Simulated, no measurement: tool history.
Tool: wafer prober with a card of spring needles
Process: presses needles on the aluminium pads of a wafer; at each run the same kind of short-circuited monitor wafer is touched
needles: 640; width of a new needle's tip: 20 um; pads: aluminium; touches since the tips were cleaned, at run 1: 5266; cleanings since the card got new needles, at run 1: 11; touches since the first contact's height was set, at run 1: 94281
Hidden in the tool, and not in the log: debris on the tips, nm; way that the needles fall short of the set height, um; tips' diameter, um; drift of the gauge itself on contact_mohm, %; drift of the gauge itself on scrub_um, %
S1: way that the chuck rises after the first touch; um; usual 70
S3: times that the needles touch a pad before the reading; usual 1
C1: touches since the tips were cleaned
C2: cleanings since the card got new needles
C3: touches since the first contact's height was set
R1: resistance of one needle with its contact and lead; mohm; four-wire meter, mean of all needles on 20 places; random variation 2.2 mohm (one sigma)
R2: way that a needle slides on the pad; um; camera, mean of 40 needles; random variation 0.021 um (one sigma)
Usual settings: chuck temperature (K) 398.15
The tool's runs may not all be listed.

run 1 hour=0.0 | S1=70 chuck_temperature_(K)=398.15 S3=1 | C1=5266 C2=11 C3=94281 | R1=246 R2=11.07
-- hour=6.2 tips cleaned on abrasive film
run 2 hour=12.1 | S1=70 chuck_temperature_(K)=398.15 S3=1 | C1=1461 C2=12 C3=97269 | R1=245 R2=11.14
-- hour=33.5 tips cleaned on abrasive film
run 3 hour=35.0 | S1=70 chuck_temperature_(K)=398.15 S3=1 | C1=373 C2=13 C3=102973 | R1=245 R2=11.11
run 4 hour=59.3 | S1=70 chuck_temperature_(K)=398.15 S3=1 | C1=6429 C2=13 C3=109029 | R1=249 R2=11.07
-- hour=62.1 tips cleaned on abrasive film
run 5 hour=72.1 | S1=70 chuck_temperature_(K)=398.15 S3=1 | C1=2512 C2=14 C3=112213 | R1=242 R2=11.07
-- hour=90.8 tips cleaned on abrasive film
run 6 hour=92.2 | S1=70 chuck_temperature_(K)=398.15 S3=1 | C1=332 C2=15 C3=117186 | R1=243 R2=11.03
run 7 hour=106.0 | S1=74 chuck_temperature_(K)=302.15 S3=1 | C1=3776 C2=15 C3=120630 | R1=220 R2=11.70
-- hour=119.2 tips cleaned on abrasive film
run 8 hour=124.9 | S1=70 chuck_temperature_(K)=346.15 S3=1 | C1=1425 C2=16 C3=125329 | R1=230 R2=11.01
run 9 hour=141.8 | S1=70 chuck_temperature_(K)=346.15 S3=1 | C1=5647 C2=16 C3=129551 | R1=236 R2=11.02
-- hour=147.5 tips cleaned on abrasive film
run 10 hour=170.4 | S1=70 chuck_temperature_(K)=346.15 S3=1 | C1=5705 C2=17 C3=136664 | R1=235 R2=11.06
-- hour=175.9 tips cleaned on abrasive film
run 11 hour=189.1 | S1=70 chuck_temperature_(K)=304.15 S3=2 | C1=3278 C2=18 C3=141294 | R1=221 R2=11.04
-- hour=204.6 tips cleaned on abrasive film
run 12 hour=206.6 | S1=70 chuck_temperature_(K)=304.15 S3=2 | C1=481 C2=19 C3=145641 | R1=224 R2=11.03

The same runs without the tool's hidden state, with the same run-to-run variation:
run=1 R2=11.08
run=2 R2=11.14
run=3 R2=11.13
run=4 R2=11.09
run=5 R2=11.11
run=6 R2=11.07
run=7 R2=11.75
run=8 R2=11.07
run=9 R2=11.09
run=10 R2=11.14
run=11 R2=11.12
run=12 R2=11.11
R1: within 1 mohm of the measured result in every run.

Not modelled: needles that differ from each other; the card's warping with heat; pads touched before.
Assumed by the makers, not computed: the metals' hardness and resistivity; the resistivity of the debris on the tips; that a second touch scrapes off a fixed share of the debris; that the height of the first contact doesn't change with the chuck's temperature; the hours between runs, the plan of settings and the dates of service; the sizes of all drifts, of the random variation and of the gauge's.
